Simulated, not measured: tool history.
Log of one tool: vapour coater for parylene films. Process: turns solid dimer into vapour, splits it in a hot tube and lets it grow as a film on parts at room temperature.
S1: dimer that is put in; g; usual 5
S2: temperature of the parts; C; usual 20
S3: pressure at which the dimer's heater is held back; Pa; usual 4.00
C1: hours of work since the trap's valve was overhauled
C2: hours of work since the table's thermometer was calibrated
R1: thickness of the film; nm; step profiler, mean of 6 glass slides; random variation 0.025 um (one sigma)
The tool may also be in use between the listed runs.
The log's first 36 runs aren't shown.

run,hour,S1,S2,S3,C1,C2,R1
37,843.6,5,15,4.00,191,833,2330
38,874.1,5,12,10.57,204,845,2300
39,894.1,4,12,2.02,212,853,2310
40,920.3,4,12,2.02,223,864,2380
41,948.9,4,12,2.02,234,876,2310
42,970.7,7,12,2.02,243,885,4070
43,1004.4,7,23,2.02,257,898,2390
44,1032.9,3,26,4.36,269,910,770
# hour 1038.7: table's thermometer calibrated
45,1063.1,7,26,2.32,281,10,2060
46,1085.6,5,16,4.00,290,19,2230
47,1112.9,5,16,4.00,301,30,2210

Forecast each of these 4 alternatives for the next run:
A,1133.8,2,20,7.69,309,39,?
B,1133.8,5,20,7.51,309,39,?
C,1133.8,5,27,3.37,309,39,?
D,1133.8,5,16,10.70,309,39,?

run,R1
A,710
B,1630
C,1350
D,1880
Without the tool's hidden state the same runs would have given:
run,R1
A,780
B,1790
C,1480
D,2060

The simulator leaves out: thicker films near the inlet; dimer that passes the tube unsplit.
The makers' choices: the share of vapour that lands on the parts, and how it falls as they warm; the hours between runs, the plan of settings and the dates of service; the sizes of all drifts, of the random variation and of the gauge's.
